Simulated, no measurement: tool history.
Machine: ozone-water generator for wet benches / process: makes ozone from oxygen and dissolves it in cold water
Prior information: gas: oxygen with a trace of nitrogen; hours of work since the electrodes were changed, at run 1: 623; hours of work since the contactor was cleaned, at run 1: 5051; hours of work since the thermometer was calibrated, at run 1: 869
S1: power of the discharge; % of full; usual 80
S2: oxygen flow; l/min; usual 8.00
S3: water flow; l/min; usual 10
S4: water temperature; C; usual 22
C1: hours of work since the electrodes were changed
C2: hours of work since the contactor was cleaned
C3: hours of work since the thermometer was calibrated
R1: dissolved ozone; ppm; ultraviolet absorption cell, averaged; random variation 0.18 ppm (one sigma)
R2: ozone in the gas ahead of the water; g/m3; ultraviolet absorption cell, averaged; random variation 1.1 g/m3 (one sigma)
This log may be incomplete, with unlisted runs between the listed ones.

run,day,S1,S2,S3,S4,C1,C2,C3,R1,R2
1,0.000,80,8.00,10,22,623,5051,869,25.3,191.3
2,1.608,80,8.00,10,22,646,5074,892,25.2,191.1
3,3.542,80,8.00,10,22,675,5103,921,24.9,190.2
4,4.688,96,8.00,10,22,691,5119,937,29.3,223.7
5,6.192,96,8.00,10,22,713,5141,959,29.0,221.4
6,7.054,80,8.00,10,22,725,5154,971,25.3,191.2
7,9.117,80,8.00,10,22,755,5184,1001,24.9,190.6
8,10.450,80,8.00,10,22,775,5203,1021,25.2,191.1
9,11.346,80,8.00,7,22,788,5216,1034,31.6,189.9
10,12.358,80,8.00,7,22,802,5231,1048,31.5,192.6
11,13.667,80,8.00,10,22,821,5250,1067,25.4,192.4
12,15.608,80,8.00,10,22,850,5278,1096,25.3,193.1
13,17.700,80,8.00,10,22,880,5308,1126,25.3,194.2
14,19.650,80,8.00,13,18,908,5336,1154,22.4,194.6
15,20.871,80,4.08,13,22,926,5354,1172,20.2,248.2
16,22.525,70,10.84,10,17,950,5378,1196,24.8,154.7
17,24.100,86,5.37,11,21,973,5401,1219,25.8,237.7
18,25.054,80,5.20,10,22,987,5415,1233,26.0,226.5
19,25.946,80,5.20,10,22,1000,5428,1246,25.7,226.8
20,27.062,57,8.00,11,22,1016,5444,1262,17.7,147.9
21,27.933,83,4.85,7,15,1029,5457,1275,40.5,240.5
22,28.975,83,4.85,7,15,1044,5472,1290,40.6,241.6
23,30.912,80,11.25,10,22,1072,5500,1318,24.1,172.6

Predict the results of run 24:
# day 32.033: contactor cleaned
24,32.571,80,12.67,10,22,1094,8,1340,?,?

For run 24 the tool returned R1 23.7 ppm, R2 164.6 g/m3.
Minus the tool's unlogged condition, the same run would have read R1 23.7 ppm, R2 160.9 g/m3.
